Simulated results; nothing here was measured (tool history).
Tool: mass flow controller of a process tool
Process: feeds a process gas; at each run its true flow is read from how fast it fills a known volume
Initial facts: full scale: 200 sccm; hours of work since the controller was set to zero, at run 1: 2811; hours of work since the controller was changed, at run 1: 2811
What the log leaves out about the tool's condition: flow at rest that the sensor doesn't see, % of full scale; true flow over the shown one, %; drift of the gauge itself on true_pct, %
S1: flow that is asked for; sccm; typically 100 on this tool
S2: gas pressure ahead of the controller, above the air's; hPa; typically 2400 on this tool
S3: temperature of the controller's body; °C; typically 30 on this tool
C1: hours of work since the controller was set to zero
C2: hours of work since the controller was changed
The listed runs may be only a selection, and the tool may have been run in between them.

{"run": 1, "hour": 0.0, "S1": 100, "S2": 2400, "S3": 30, "C1": 2811, "C2": 2811, "true flow (%)": 99.07}
{"run": 2, "hour": 121.1, "S1": 100, "S2": 2400, "S3": 30, "C1": 2898, "C2": 2898, "true flow (%)": 98.96}
{"run": 3, "hour": 289.1, "S1": 100, "S2": 2400, "S3": 30, "C1": 3019, "C2": 3019, "true flow (%)": 98.88}
{"run": 4, "hour": 477.2, "S1": 100, "S2": 2400, "S3": 30, "C1": 3154, "C2": 3154, "true flow (%)": 98.77}
{"run": 5, "hour": 645.4, "S1": 114, "S2": 2400, "S3": 30, "C1": 3276, "C2": 3276, "true flow (%)": 99.17}
{"run": 6, "hour": 794.4, "S1": 114, "S2": 2400, "S3": 30, "C1": 3383, "C2": 3383, "true flow (%)": 99.17}
{"run": 7, "hour": 1045.5, "S1": 114, "S2": 2400, "S3": 30, "C1": 3564, "C2": 3564, "true flow (%)": 99.11}
{"run": 8, "hour": 1194.8, "S1": 114, "S2": 2400, "S3": 30, "C1": 3671, "C2": 3671, "true flow (%)": 99.04}
{"run": 9, "hour": 1410.0, "S1": 100, "S2": 2400, "S3": 30, "C1": 3826, "C2": 3826, "true flow (%)": 98.75}
{"run": 10, "hour": 1652.6, "S1": 100, "S2": 2140, "S3": 30, "C1": 4001, "C2": 4001, "true flow (%)": 98.79}
{"run": 11, "hour": 1866.6, "S1": 100, "S2": 2140, "S3": 30, "C1": 4155, "C2": 4155, "true flow (%)": 98.77}
{"run": 12, "hour": 1983.5, "S1": 107, "S2": 2670, "S3": 20, "C1": 4239, "C2": 4239, "true flow (%)": 98.51}
{"hour": 2105.2, "done": "controller's zero set anew"}
{"run": 13, "hour": 2235.1, "S1": 58, "S2": 2440, "S3": 20, "C1": 94, "C2": 4420, "true flow (%)": 99.21}
{"run": 14, "hour": 2487.7, "S1": 58, "S2": 2440, "S3": 20, "C1": 276, "C2": 4602, "true flow (%)": 99.1}
{"run": 15, "hour": 2726.7, "S1": 120, "S2": 1980, "S3": 31, "C1": 448, "C2": 4774, "true flow (%)": 100.11}
{"run": 16, "hour": 2916.9, "S1": 120, "S2": 1980, "S3": 31, "C1": 585, "C2": 4911, "true flow (%)": 100.08}
{"run": 17, "hour": 3152.3, "S1": 26, "S2": 1860, "S3": 31, "C1": 754, "C2": 5081, "true flow (%)": 98.3}
{"run": 18, "hour": 3406.2, "S1": 182, "S2": 1860, "S3": 31, "C1": 937, "C2": 5264, "true flow (%)": 100.8}
{"run": 19, "hour": 3512.7, "S1": 182, "S2": 1860, "S3": 31, "C1": 1014, "C2": 5341, "true flow (%)": 100.8}
{"run": 20, "hour": 3625.0, "S1": 92, "S2": 2400, "S3": 39, "C1": 1095, "C2": 5422, "true flow (%)": 100.11}
{"run": 21, "hour": 3793.8, "S1": 30, "S2": 2510, "S3": 39, "C1": 1216, "C2": 5543, "true flow (%)": 98.73}
{"run": 22, "hour": 4001.9, "S1": 31, "S2": 2630, "S3": 30, "C1": 1366, "C2": 5693, "true flow (%)": 98.24}

Entry by entry between the runs, the difference in hidden state between the last listed run before and the first listed run after:
After run 12, before run 13: controller's zero set anew (hour 2105.2)
  flow at rest that the sensor doesn't see, % of full scale: -0.618 -> -0.027; true flow over the shown one, %: 0.67 -> 0.7
  measured less the result without the state, true flow (%): -0.49 -> +0.61
